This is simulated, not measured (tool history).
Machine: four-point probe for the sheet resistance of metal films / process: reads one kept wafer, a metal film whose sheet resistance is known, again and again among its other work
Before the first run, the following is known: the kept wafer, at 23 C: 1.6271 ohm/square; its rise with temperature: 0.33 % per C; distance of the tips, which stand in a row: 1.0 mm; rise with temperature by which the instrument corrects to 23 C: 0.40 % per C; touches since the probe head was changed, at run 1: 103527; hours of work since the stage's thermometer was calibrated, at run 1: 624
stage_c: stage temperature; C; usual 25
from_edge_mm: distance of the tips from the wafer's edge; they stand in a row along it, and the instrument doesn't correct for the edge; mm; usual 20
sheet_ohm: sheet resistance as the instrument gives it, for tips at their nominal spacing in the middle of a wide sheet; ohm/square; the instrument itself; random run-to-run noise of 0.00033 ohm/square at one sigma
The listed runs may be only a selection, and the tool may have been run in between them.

run	hour	stage_c	from_edge_mm	touches since the probe head was changed	hours of work since the stage's thermometer was calibrated	sheet_ohm
1	0.0	25	20	103527	624	1.639828
2	44.6	25	20	105125	645	1.639357
3	112.0	25	7	107540	677	1.654773
4	169.2	25	7	109588	705	1.655214
5	202.8	25	7	110792	721	1.655385
6	251.4	34	20	112534	744	1.630188
7	285.9	34	20	113771	760	1.630445
8	351.7	34	20	116128	792	1.630097
9	402.4	34	20	117942	816	1.629924
10	473.6	22	20	120495	850	1.644139
11	529.1	25	20	122483	877	1.640553
12	558.9	25	20	123549	891	1.641032
13	588.6	25	20	124615	905	1.640713
14	619.4	20	20	125718	920	1.646727
15	662.4	20	20	127258	940	1.647405
16	713.6	20	20	129091	965	1.647205
17	786.2	20	20	131693	1000	1.647117
18	859.9	28	20	134334	1035	1.638308
19	889.8	25	54	135404	1049	1.640178
20	951.3	25	12	137609	1078	1.645601
21	1003.8	25	20	139490	1104	1.641798
22	1054.9	25	43	141318	1128	1.640724
23	1121.0	25	43	143686	1160	1.641067
24	1174.5	25	18	145604	1185	1.643504
25	1242.1	19	12	148025	1217	1.654054
26	1304.3	29	20	150253	1247	1.638512
27	1344.7	19	6	151700	1266	1.672147
28	1412.2	33	17	154118	1299	1.635649
29	1472.6	33	17	156283	1328	1.635622
# hour 1479.5: stage's thermometer calibrated
30	1526.6	26	23	158199	22	1.641541
31	1600.0	26	23	160829	58	1.640529
32	1652.5	20	9	162711	83	1.657422
33	1717.3	28	20	165032	114	1.640255
# hour 1737.2: stage's thermometer calibrated, once more
34	1772.4	21	11	166987	17	1.657362
35	1819.1	21	11	168659	39	1.656957
36	1852.1	29	4	169842	55	1.693510
37	1921.4	29	4	172327	88	1.694102
38	1972.8	27	20	174167	113	1.646241
39	2037.0	28	5	176469	143	1.677148
40	2103.8	27	38	178860	175	1.643526
41	2173.2	27	22	181348	208	1.645703
42	2203.2	27	22	182420	223	1.645983
43	2248.3	28	22	184037	244	1.645197
44	2287.6	23	15	185444	263	1.652374

How the hidden state differs across the entries between the runs, from the last listed run before each to the first after it:
After run 29, before run 30: stage's thermometer calibrated (hour 1479.5)
  inner tips' distance over the nominal, %: 1.067 -> 1.079; wafer's true temperature over the reading, C: -0.39 -> -0.58
  the result without the hidden state subtracted from the measured one, sheet_ohm: +0.016673 -> +0.015877 ohm/square
After run 33, before run 34: stage's thermometer calibrated, once more (hour 1737.2)
  inner tips' distance over the nominal, %: 1.116 -> 1.128; tips' flats over new ones', %: 70 -> 71; wafer's true temperature over the reading, C: -0.6 -> 0.04
  the result without the hidden state subtracted from the measured one, sheet_ohm: +0.016406 -> +0.020237 ohm/square
